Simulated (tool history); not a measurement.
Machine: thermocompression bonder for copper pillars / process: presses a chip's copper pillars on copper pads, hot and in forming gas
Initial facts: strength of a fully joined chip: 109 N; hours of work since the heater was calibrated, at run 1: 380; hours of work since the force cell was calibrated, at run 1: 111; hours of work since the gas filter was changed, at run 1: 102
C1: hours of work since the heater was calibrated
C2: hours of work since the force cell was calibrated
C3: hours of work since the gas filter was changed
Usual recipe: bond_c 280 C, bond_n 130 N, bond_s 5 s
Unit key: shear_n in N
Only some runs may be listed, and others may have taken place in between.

run 1 hour=0 | bond_c=280 bond_n=130 bond_s=5 | C1=380 C2=111 C3=102 | shear_n=41.1
run 2 hour=7.6 | bond_c=280 bond_n=130 bond_s=5 | C1=385 C2=116 C3=106 | shear_n=40.8
run 3 hour=13.4 | bond_c=280 bond_n=130 bond_s=5 | C1=389 C2=119 C3=110 | shear_n=40.3
run 4 hour=19.4 | bond_c=280 bond_n=130 bond_s=3 | C1=393 C2=123 C3=114 | shear_n=32.5
run 5 hour=27 | bond_c=280 bond_n=130 bond_s=3 | C1=398 C2=128 C3=119 | shear_n=33.5
run 6 hour=34.5 | bond_c=280 bond_n=89 bond_s=5 | C1=403 C2=133 C3=124 | shear_n=26.1
run 7 hour=41.5 | bond_c=280 bond_n=89 bond_s=5 | C1=407 C2=138 C3=129 | shear_n=24.7
run 8 hour=46.7 | bond_c=280 bond_n=89 bond_s=5 | C1=411 C2=141 C3=132 | shear_n=25.2
run 9 hour=50.4 | bond_c=280 bond_n=89 bond_s=5 | C1=413 C2=143 C3=134 | shear_n=26.3
run 10 hour=55.6 | bond_c=270 bond_n=119 bond_s=6 | C1=417 C2=147 C3=138 | shear_n=34.1
run 11 hour=64.1 | bond_c=270 bond_n=119 bond_s=6 | C1=422 C2=152 C3=143 | shear_n=34.9
run 12 hour=69.9 | bond_c=270 bond_n=119 bond_s=6 | C1=426 C2=156 C3=147 | shear_n=33.6
run 13 hour=74.5 | bond_c=288 bond_n=124 bond_s=9 | C1=429 C2=159 C3=150 | shear_n=52.1
run 14 hour=82.5 | bond_c=300 bond_n=176 bond_s=5 | C1=434 C2=164 C3=155 | shear_n=66.1
run 15 hour=88 | bond_c=278 bond_n=130 bond_s=4 | C1=438 C2=168 C3=159 | shear_n=35.7
run 16 hour=94.3 | bond_c=253 bond_n=97 bond_s=4 | C1=442 C2=172 C3=163 | shear_n=16.1
run 17 hour=100.8 | bond_c=253 bond_n=97 bond_s=4 | C1=446 C2=176 C3=167 | shear_n=16
run 18 hour=109.6 | bond_c=290 bond_n=116 bond_s=15 | C1=452 C2=182 C3=173 | shear_n=57.4

Forecast each of these 5 alternatives for the next run:
run A hour=114.2 | bond_c=280 bond_n=130 bond_s=5 | C1=455 C2=185 C3=176 | shear_n=?
run B hour=114.2 | bond_c=290 bond_n=116 bond_s=4 | C1=455 C2=185 C3=176 | shear_n=?
run C hour=114.2 | bond_c=290 bond_n=107 bond_s=12 | C1=455 C2=185 C3=176 | shear_n=?
run D hour=114.2 | bond_c=280 bond_n=171 bond_s=5 | C1=455 C2=185 C3=176 | shear_n=?
run E hour=114.2 | bond_c=297 bond_n=188 bond_s=7 | C1=455 C2=185 C3=176 | shear_n=?

run=A shear_n=39.2
run=B shear_n=35.6
run=C shear_n=50.3
run=D shear_n=51.6
run=E shear_n=75.4
Without the tool's unlogged condition, the same runs would have read:
run=A shear_n=47.9
run=B shear_n=43.5
run=C shear_n=60.3
run=D shear_n=62.2
run=E shear_n=87.3
